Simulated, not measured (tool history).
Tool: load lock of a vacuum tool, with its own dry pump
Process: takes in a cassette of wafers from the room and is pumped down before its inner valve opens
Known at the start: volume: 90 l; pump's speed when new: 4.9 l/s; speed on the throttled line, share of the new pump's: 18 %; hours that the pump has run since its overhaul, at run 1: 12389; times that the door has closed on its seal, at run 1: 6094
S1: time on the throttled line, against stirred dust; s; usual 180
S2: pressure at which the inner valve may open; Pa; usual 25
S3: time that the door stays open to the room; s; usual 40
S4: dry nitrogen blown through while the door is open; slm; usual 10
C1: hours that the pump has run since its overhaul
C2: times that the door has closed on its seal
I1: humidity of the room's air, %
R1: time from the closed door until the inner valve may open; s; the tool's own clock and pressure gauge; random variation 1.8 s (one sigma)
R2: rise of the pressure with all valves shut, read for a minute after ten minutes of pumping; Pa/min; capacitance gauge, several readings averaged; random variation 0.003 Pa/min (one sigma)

run 1 hour=0 | S1=180 S2=25 S3=40 S4=10 | C1=12389 C2=6094 | I1=45.4 | R1=321.1 R2=0.117
run 2 hour=236.8 | S1=180 S2=25 S3=40 S4=10 | C1=12626 C2=6847 | I1=44 | R1=321.9 R2=0.121
run 3 hour=700 | S1=180 S2=25 S3=40 S4=10 | C1=13090 C2=8321 | I1=42.8 | R1=323.4 R2=0.14
run 4 hour=1115.6 | S1=180 S2=25 S3=40 S4=10 | C1=13505 C2=9643 | I1=43.6 | R1=317.7 R2=0.176
run 5 hour=1529.6 | S1=180 S2=25 S3=40 S4=10 | C1=13919 C2=10961 | I1=45.1 | R1=322.7 R2=0.203
run 6 hour=1878.3 | S1=180 S2=25 S3=40 S4=10 | C1=14268 C2=12070 | I1=45.1 | R1=326.2 R2=0.22
run 7 hour=2209.4 | S1=114 S2=25 S3=40 S4=10 | C1=14599 C2=13124 | I1=47.1 | R1=273.9 R2=0.253
-- hour=2514.2 dry pump taken out, an overhauled one fitted
run 8 hour=2580.9 | S1=114 S2=25 S3=40 S4=10 | C1=67 C2=14287 | I1=43.6 | R1=246.7 R2=0.266
run 9 hour=2795.5 | S1=145 S2=25 S3=40 S4=10 | C1=281 C2=14969 | I1=42.3 | R1=275.1 R2=0.283
run 10 hour=3160.1 | S1=129 S2=20 S3=45 S4=10 | C1=646 C2=16129 | I1=48.3 | R1=267.8 R2=0.314
run 11 hour=3393.5 | S1=129 S2=20 S3=45 S4=10 | C1=879 C2=16872 | I1=42.9 | R1=269.7 R2=0.335

Run 12 comes next. What will it give?
run 12 hour=3719.1 | S1=129 S2=20 S3=45 S4=10 | C1=1205 C2=17908 | I1=44.9 | R1=? R2=?

R1: 269.8 s
R2: 0.357 Pa/min
Without the tool's hidden state the same run would have given R1 266.1 s, R2 0.028 Pa/min.

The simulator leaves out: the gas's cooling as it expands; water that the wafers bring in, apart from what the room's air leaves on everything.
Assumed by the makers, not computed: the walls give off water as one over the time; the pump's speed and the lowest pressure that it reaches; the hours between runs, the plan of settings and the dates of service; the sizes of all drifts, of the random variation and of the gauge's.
